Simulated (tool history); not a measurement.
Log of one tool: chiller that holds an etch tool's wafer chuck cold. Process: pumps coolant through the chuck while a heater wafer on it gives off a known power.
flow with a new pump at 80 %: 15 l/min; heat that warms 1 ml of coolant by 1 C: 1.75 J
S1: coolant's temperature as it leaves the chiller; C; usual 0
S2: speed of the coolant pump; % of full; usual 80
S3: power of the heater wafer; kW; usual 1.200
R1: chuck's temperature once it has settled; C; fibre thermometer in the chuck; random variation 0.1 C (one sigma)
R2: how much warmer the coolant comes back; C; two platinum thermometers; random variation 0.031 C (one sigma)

run 1 hour=0.0 | S1=0 S2=80 S3=1.200 | R1=9.8 R2=2.86
run 2 hour=85.2 | S1=0 S2=80 S3=1.200 | R1=10.0 R2=2.84
run 3 hour=163.6 | S1=0 S2=98 S3=1.200 | R1=8.2 R2=2.29
run 4 hour=231.3 | S1=0 S2=80 S3=1.385 | R1=11.6 R2=3.32
run 5 hour=321.8 | S1=0 S2=80 S3=1.200 | R1=9.7 R2=2.91
run 6 hour=428.1 | S1=9 S2=80 S3=1.200 | R1=19.1 R2=2.94
run 7 hour=524.6 | S1=9 S2=80 S3=1.200 | R1=19.2 R2=2.92
run 8 hour=617.5 | S1=0 S2=80 S3=1.200 | R1=10.3 R2=2.88
run 9 hour=683.5 | S1=10 S2=63 S3=1.200 | R1=22.8 R2=3.77
run 10 hour=799.3 | S1=-4 S2=72 S3=0.722 | R1=2.8 R2=1.94
run 11 hour=880.4 | S1=-7 S2=80 S3=1.491 | R1=5.7 R2=3.59
run 12 hour=967.8 | S1=-5 S2=67 S3=1.559 | R1=10.9 R2=4.56
run 13 hour=1035.3 | S1=4 S2=67 S3=1.608 | R1=20.3 R2=4.74
run 14 hour=1154.0 | S1=4 S2=67 S3=1.608 | R1=20.3 R2=4.81
run 15 hour=1247.8 | S1=0 S2=61 S3=0.938 | R1=10.6 R2=3.13
run 16 hour=1308.9 | S1=0 S2=97 S3=0.746 | R1=5.2 R2=1.45

Forecast each of these 5 alternatives for the next run:
run A hour=1430.1 | S1=2 S2=80 S3=1.200 | R1=? R2=?
run B hour=1430.1 | S1=0 S2=97 S3=1.456 | R1=? R2=?
run C hour=1430.1 | S1=0 S2=81 S3=1.200 | R1=? R2=?
run D hour=1430.1 | S1=-1 S2=77 S3=0.717 | R1=? R2=?
run E hour=1430.1 | S1=6 S2=69 S3=1.455 | R1=? R2=?

run=A R1=12.5 R2=2.92
run=B R1=10.6 R2=2.88
run=C R1=10.4 R2=2.88
run=D R1=5.5 R2=1.83
run=E R1=20.6 R2=4.14
Without the tool's hidden state the same runs would have given:
run=A R1=11.3 R2=2.74
run=B R1=9.4 R2=2.70
run=C R1=9.2 R2=2.70
run=D R1=4.7 R2=1.72
run=E R1=19.0 R2=3.87

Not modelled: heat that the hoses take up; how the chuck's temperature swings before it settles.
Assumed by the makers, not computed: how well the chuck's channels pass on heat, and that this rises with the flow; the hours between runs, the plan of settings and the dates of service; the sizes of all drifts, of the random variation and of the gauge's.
